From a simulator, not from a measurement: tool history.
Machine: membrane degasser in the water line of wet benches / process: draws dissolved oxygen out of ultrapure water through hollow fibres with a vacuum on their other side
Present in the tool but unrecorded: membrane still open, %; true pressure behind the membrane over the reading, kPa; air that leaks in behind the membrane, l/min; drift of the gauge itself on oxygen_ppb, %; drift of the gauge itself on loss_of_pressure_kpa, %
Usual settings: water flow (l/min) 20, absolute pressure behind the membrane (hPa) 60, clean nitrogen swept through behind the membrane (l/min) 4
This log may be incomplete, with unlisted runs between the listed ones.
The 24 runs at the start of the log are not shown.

run	hour	water flow (l/min)	absolute pressure behind the membrane (hPa)	clean nitrogen swept through behind the membrane (l/min)	hours since the membrane was changed	hours since the vacuum gauge was calibrated	hours since the vacuum lines were made tight	dissolved oxygen in the water behind the degasser (ppb)	pressure that the water loses in the fibres (hPa)
# hour 4368.6: vacuum gauge calibrated
25	4457.6	18	60	2.3	13410	89	8589	59	622.1
# hour 4671.2: membrane cartridge changed
26	4671.2	20	60	5.86	0	299	8798	36.1	686.7
27	4791.7	20	60	5.86	120	419	8919	35	690.2
# hour 4989.5: seals of the vacuum lines changed
28	4989.5	13	38.7	2.24	316	615	0	11.4	444.5
29	5152.9	13	38.7	2.24	480	778	163	11.4	449.3
30	5352.9	13	38.7	2.24	680	978	363	11	449.3
31	5595.7	32	60	4.59	923	1221	606	98.1	1104
32	5726.2	23	60	4	1053	1352	737	57.6	789

Branching from run 32: 3 alternative next runs. What would each branch give?
A	5958.2	16	78	2.75	1285	1584	969	?	?
B	5958.2	17	80.3	7.45	1285	1584	969	?	?
C	5958.2	16	85.3	4.1	1285	1584	969	?	?

run	dissolved oxygen in the water behind the degasser (ppb)	pressure that the water loses in the fibres (hPa)
A	69.7	552.7
B	33.7	583.7
C	56	549.8
With no hidden state in the tool, these same runs would have given:
run	dissolved oxygen in the water behind the degasser (ppb)	pressure that the water loses in the fibres (hPa)
A	69.7	552.6
B	33.7	583.5
C	56	549.7
